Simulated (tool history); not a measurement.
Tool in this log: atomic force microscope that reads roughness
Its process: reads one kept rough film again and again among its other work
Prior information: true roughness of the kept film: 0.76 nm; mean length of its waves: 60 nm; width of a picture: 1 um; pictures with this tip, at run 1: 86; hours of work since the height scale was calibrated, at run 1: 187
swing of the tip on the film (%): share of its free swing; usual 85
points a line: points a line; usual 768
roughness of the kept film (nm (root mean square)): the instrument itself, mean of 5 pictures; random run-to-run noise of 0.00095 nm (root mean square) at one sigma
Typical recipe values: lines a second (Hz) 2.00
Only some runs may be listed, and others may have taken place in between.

run   hour  lines a second (Hz)  swing of the tip on the film (%)  points a line  pictures with this tip  hours of work since the height scale was calibrated  roughness of the kept film (nm (root mean square))
  1    0.0                 2.00                                85            768                      86                                                  187                                              0.6697
  2   16.2                 2.00                                85            768                     108                                                  194                                              0.6673
  3   23.5                 1.88                                85            768                     118                                                  198                                              0.6720
  4   32.6                 1.88                                85            768                     130                                                  202                                              0.6705
  5   39.7                 0.69                                85            768                     139                                                  205                                              0.7204
  6   48.0                 0.69                                85            768                     151                                                  209                                              0.7215
  7   58.6                 2.00                                60            768                     165                                                  214                                              0.7286
  8   66.2                 2.00                                60            768                     175                                                  217                                              0.7284
  9   75.5                 2.00                                60            768                     188                                                  221                                              0.7261
 10   83.6                 2.00                                60            768                     199                                                  225                                              0.7257
      91.2  -- new tip fitted
 11   99.4                 2.00                                60            768                      11                                                  232                                              0.7359
 12  109.6                 1.03                                85            768                      25                                                  237                                              0.7121
 13  124.0                 2.00                                60            768                      44                                                  243                                              0.7344
 14  139.1                 2.00                                80            768                      65                                                  250                                              0.6875
 15  155.0                 2.00                                80            768                      86                                                  258                                              0.6873
 16  166.7                 2.00                                80            768                     102                                                  263                                              0.6860
 17  178.8                 2.00                                80            768                     118                                                  268                                              0.6836
 18  196.0                 2.00                                80            768                     142                                                  276                                              0.6856
 19  211.7                 1.14                                85            768                     163                                                  283                                              0.7006
 20  228.8                 2.00                                85            768                     186                                                  291                                              0.6664
     244.9  -- new tip fitted
 21  245.9                 2.00                                85            768                       1                                                  299                                              0.6747
 22  258.9                 0.98                                65            418                      19                                                  305                                              0.7432
 23  273.2                 1.65                                65            449                      38                                                  311                                              0.7323
 24  283.7                 1.65                                65            449                      52                                                  316                                              0.7308
 25  296.8                 2.26                                85            325                      70                                                  322                                              0.6606
 26  313.1                 2.21                                81            379                      92                                                  330                                              0.6738
 27  321.0                 2.00                                67            308                     103                                                  333                                              0.7167
 28  331.4                 2.21                                85            730                     117                                                  338                                              0.6588
 29  343.3                 2.21                                85            730                     133                                                  343                                              0.6587
 30  359.5                 3.34                                85            690                     155                                                  351                                              0.6198
 31  366.6                 3.34                                85            690                     164                                                  354                                              0.6192
 32  380.5                 2.19                                79            511                     183                                                  360                                              0.6785
 33  397.7                 2.00                                64            406                     206                                                  368                                              0.7207
     399.3  -- new tip fitted
 34  410.3                 0.63                                64            259                      15                                                  374                                              0.7465
 35  427.1                 2.95                                65            347                      37                                                  381                                              0.7120
 36  441.3                 2.95                                81            432                      57                                                  388                                              0.6557
 37  452.3                 1.24                                64            502                      71                                                  393                                              0.7388
 38  460.8                 1.24                                64            502                      83                                                  397                                              0.7368
 39  477.1                 1.69                                71            539                     105                                                  404                                              0.7169
 40  489.0                 0.67                                68            516                     121                                                  410                                              0.7428
 41  502.6                 1.23                                60            627                     139                                                  416                                              0.7387
 42  513.6                 2.00                                62            410                     154                                                  421                                              0.7261

Below, some changes in roughness of the kept film (nm (root mean square)) between adjacent runs. For each, the amount present without the hidden state too (settings, incoming material, random variation) and the amount remaining for the hidden state with gauge scatter not shared by both compared results:
Unlogged tool condition in this case: radius of the tip, nm; height scale over the true one, %; drift of the gauge itself on roughness_nm, %.
Run 10 -> 11: new tip fitted. roughness of the kept film (nm (root mean square)) +0.0102: hidden state +0.0105, all else -0.0003.
Run 20 -> 21: new tip fitted. roughness of the kept film (nm (root mean square)) +0.0083: hidden state +0.0092, all else -0.0009.
Run 21 -> 22: lines a second (Hz) 2.00 -> 0.98, swing of the tip on the film (%) 85 -> 65, points a line 768 -> 418. roughness of the kept film (nm (root mean square)) +0.0685: hidden state -0.0005, all else +0.0690.
Run 24 -> 25: lines a second (Hz) 1.65 -> 2.26, swing of the tip on the film (%) 65 -> 85, points a line 449 -> 325. roughness of the kept film (nm (root mean square)) -0.0702: hidden state -0.0010, all else -0.0692.
Run 33 -> 34: lines a second (Hz) 2.00 -> 0.63, points a line 406 -> 259, new tip fitted. roughness of the kept film (nm (root mean square)) +0.0258: hidden state +0.0107, all else +0.0151.
Run 36 -> 37: lines a second (Hz) 2.95 -> 1.24, swing of the tip on the film (%) 81 -> 64, points a line 432 -> 502. roughness of the kept film (nm (root mean square)) +0.0831: hidden state -0.0005, all else +0.0836.
